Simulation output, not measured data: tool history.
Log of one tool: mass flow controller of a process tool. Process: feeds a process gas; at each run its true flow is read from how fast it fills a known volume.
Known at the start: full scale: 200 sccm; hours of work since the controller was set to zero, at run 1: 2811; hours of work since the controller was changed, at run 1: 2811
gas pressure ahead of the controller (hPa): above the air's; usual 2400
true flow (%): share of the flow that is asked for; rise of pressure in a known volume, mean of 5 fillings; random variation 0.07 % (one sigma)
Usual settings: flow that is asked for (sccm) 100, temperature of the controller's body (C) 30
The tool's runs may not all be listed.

run,hour,flow that is asked for (sccm),gas pressure ahead of the controller (hPa),temperature of the controller's body (C),hours of work since the controller was set to zero,hours of work since the controller was changed,true flow (%)
1,0,100,2400,30,2811,2811,99.07
2,121.1,100,2400,30,2898,2898,98.96
3,289.1,100,2400,30,3019,3019,98.88
4,477.2,100,2400,30,3154,3154,98.77
5,645.4,114,2400,30,3276,3276,99.17
6,794.4,114,2400,30,3383,3383,99.17
7,1045.5,114,2400,30,3564,3564,99.11
8,1194.8,114,2400,30,3671,3671,99.04
9,1410,100,2400,30,3826,3826,98.75
10,1652.6,100,2140,30,4001,4001,98.79
11,1866.6,100,2140,30,4155,4155,98.77
12,1983.5,107,2670,20,4239,4239,98.51
# hour 2105.2: controller's zero set anew
13,2235.1,58,2440,20,94,4420,99.21
14,2487.7,58,2440,20,276,4602,99.1
15,2726.7,120,1980,31,448,4774,100.11
16,2916.9,120,1980,31,585,4911,100.08
17,3152.3,26,1860,31,754,5081,98.3
18,3406.2,182,1860,31,937,5264,100.8
19,3512.7,182,1860,31,1014,5341,100.8
20,3625,92,2400,39,1095,5422,100.11
21,3793.8,30,2510,39,1216,5543,98.73
22,4001.9,31,2630,30,1366,5693,98.24

Forecast each of these 5 alternatives for the next run:
A,4156.2,31,2150,23,1477,5804,?
B,4156.2,100,2400,21,1477,5804,?
C,4156.2,31,2630,22,1477,5804,?
D,4156.2,100,2170,30,1477,5804,?
E,4156.2,46,2230,24,1477,5804,?

run,true flow (%)
A,97.78
B,99.42
C,97.96
D,99.79
E,98.53
Without the tool's hidden state the same runs would have given:
run,true flow (%)
A,98.22
B,98.91
C,98.4
D,99.29
E,98.53
